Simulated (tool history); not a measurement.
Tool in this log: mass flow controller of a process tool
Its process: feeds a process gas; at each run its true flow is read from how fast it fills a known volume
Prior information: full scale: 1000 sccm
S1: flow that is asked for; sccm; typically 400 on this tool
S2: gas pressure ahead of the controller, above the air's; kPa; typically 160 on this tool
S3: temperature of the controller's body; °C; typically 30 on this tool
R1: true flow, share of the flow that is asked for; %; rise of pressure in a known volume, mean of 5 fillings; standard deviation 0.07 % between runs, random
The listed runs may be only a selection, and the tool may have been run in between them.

Run 1, hour 0: usual settings. Result: R1 97.38 %.
Run 2, hour 43.6: usual settings. Result: R1 97.25 %.
Run 3, hour 121.6: usual settings. Result: R1 97.23 %.
Run 4, hour 194.9: usual settings. Result: R1 97.28 %.
Run 5, hour 268.3: usual settings. Result: R1 97.12 %.
Run 6, hour 337: usual settings. Result: R1 97.27 %.
Run 7, hour 379.5: usual settings. Result: R1 97.14 %.
Run 8, hour 457.9: usual settings. Result: R1 96.91 %.
Run 9, hour 520.7: usual settings but S1 347 sccm, S2 260 kPa, S3 34 °C. Result: R1 96.58 %.
At hour 528.3: controller's zero set anew.
Run 10, hour 579.6: usual settings but S1 810 sccm, S3 21 °C. Result: R1 97.58 %.
Run 11, hour 666.5: usual settings but S1 810 sccm, S3 21 °C. Result: R1 97.59 %.
Run 12, hour 745.3: usual settings but S2 225 kPa. Result: R1 95.97 %.
Run 13, hour 785.2: usual settings but S2 225 kPa. Result: R1 95.97 %.
At hour 845.3: controller's zero set anew, once more.
Run 14, hour 845.3: usual settings but S2 225 kPa. Result: R1 97.56 %.
Run 15, hour 901.5: usual settings but S1 259 sccm, S2 227 kPa, S3 33 °C. Result: R1 97.35 %.
Run 16, hour 983.8: usual settings but S2 209 kPa, S3 31 °C. Result: R1 97.58 %.

Branching from run 16: 5 alternative next runs. What would each branch give?
Run A, hour 1025.3: usual settings but S2 209 kPa, S3 28 °C. Result: R1 ?.
Run B, hour 1025.3: usual settings but S1 765 sccm, S2 255 kPa, S3 38 °C. Result: R1 ?.
Run C, hour 1025.3: usual settings but S1 520 sccm, S2 243 kPa, S3 36 °C. Result: R1 ?.
Run D, hour 1025.3: usual settings but S3 23 °C. Result: R1 ?.
Run E, hour 1025.3: usual settings but S1 217 sccm, S2 214 kPa, S3 34 °C. Result: R1 ?.

run     R1
  A  97.13
  B  99.24
  C   98.3
  D  97.19
  E  97.32
With no hidden state in the tool, these same runs would have given:
run      R1
  A   98.25
  B  100.28
  C   99.39
  D   98.32
  E    98.6
